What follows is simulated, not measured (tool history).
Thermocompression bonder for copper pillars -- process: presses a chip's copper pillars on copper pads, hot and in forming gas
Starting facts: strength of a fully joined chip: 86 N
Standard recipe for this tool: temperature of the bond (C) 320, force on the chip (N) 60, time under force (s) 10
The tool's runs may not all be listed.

| run | hour | temperature of the bond (C) | force on the chip (N) | time under force (s) | force that shears a chip off (N) |
|---|---|---|---|---|---|
| 1 | 0 | 320 | 60 | 10 | 37 |
| 2 | 35.4 | 320 | 60 | 10 | 37.2 |
| 3 | 69.9 | 320 | 42 | 10 | 31.5 |
| 4 | 117.8 | 320 | 60 | 11 | 37.7 |
| 5 | 165.5 | 320 | 60 | 11 | 37.3 |
|  | 185.8 | forming gas filter changed |
| 6 | 207.7 | 320 | 64 | 11 | 40.2 |
| 7 | 245.9 | 320 | 45 | 10 | 32.2 |
| 8 | 298.7 | 320 | 45 | 10 | 32 |
| 9 | 351.5 | 320 | 74 | 10 | 39.8 |
| 10 | 385.8 | 320 | 74 | 10 | 39.3 |
|  | 420.1 | forming gas filter changed |
| 11 | 435.5 | 320 | 74 | 10 | 40.8 |
| 12 | 468 | 320 | 74 | 10 | 40 |
| 13 | 520.9 | 320 | 60 | 10 | 36.6 |
| 14 | 544.9 | 320 | 60 | 10 | 36.4 |
| 15 | 573.3 | 320 | 60 | 10 | 36 |
| 16 | 625.9 | 320 | 60 | 10 | 35.7 |
|  | 653.8 | forming gas filter changed |
| 17 | 654.1 | 320 | 60 | 10 | 37.6 |
| 18 | 680.9 | 320 | 60 | 10 | 37.2 |
| 19 | 713.2 | 320 | 60 | 10 | 37.7 |
| 20 | 759 | 320 | 60 | 10 | 36.6 |
| 21 | 802.4 | 320 | 60 | 10 | 36.6 |
| 22 | 828.9 | 320 | 84 | 13 | 45.6 |
| 23 | 870.9 | 335 | 37 | 7 | 28.2 |
|  | 890.8 | forming gas filter changed |
| 24 | 925.3 | 335 | 37 | 7 | 29 |
| 25 | 978.4 | 343 | 41 | 10 | 37 |
| 26 | 1004 | 343 | 41 | 10 | 36.7 |
| 27 | 1033.1 | 343 | 41 | 10 | 36.7 |
| 28 | 1080.9 | 320 | 60 | 7 | 31.4 |
| 29 | 1122.7 | 299 | 60 | 26 | 42 |
|  | 1128.1 | forming gas filter changed |
| 30 | 1164.2 | 299 | 60 | 26 | 43.9 |
| 31 | 1203.8 | 305 | 60 | 7 | 28.1 |
| 32 | 1255.1 | 324 | 37 | 10 | 30.4 |
| 33 | 1302.4 | 320 | 60 | 11 | 36.9 |
| 34 | 1339.4 | 320 | 60 | 11 | 36.7 |
|  | 1362 | forming gas filter changed |
| 35 | 1379.3 | 330 | 60 | 11 | 41.7 |
| 36 | 1417.1 | 330 | 46 | 11 | 36.2 |
| 37 | 1441.7 | 318 | 62 | 10 | 36.9 |
| 38 | 1479 | 318 | 62 | 10 | 36.8 |
| 39 | 1505.2 | 318 | 62 | 10 | 36.4 |
|  | 1534.3 | force cell calibrated |
| 40 | 1537.8 | 336 | 45 | 10 | 34.9 |

3 ways to go on from here, each from the tool as it stands after run 40. What would each give?
| A | 1574.3 | 336 | 89 | 5 | ? |
| B | 1574.3 | 320 | 48 | 14 | ? |
| C | 1574.3 | 320 | 60 | 21 | ? |

| run | force that shears a chip off (N) |
|---|---|
| A | 36.1 |
| B | 35.9 |
| C | 44.5 |
Had the tool no hidden state, the same runs would have come out as:
| run | force that shears a chip off (N) |
|---|---|
| A | 38.6 |
| B | 38.4 |
| C | 47.5 |
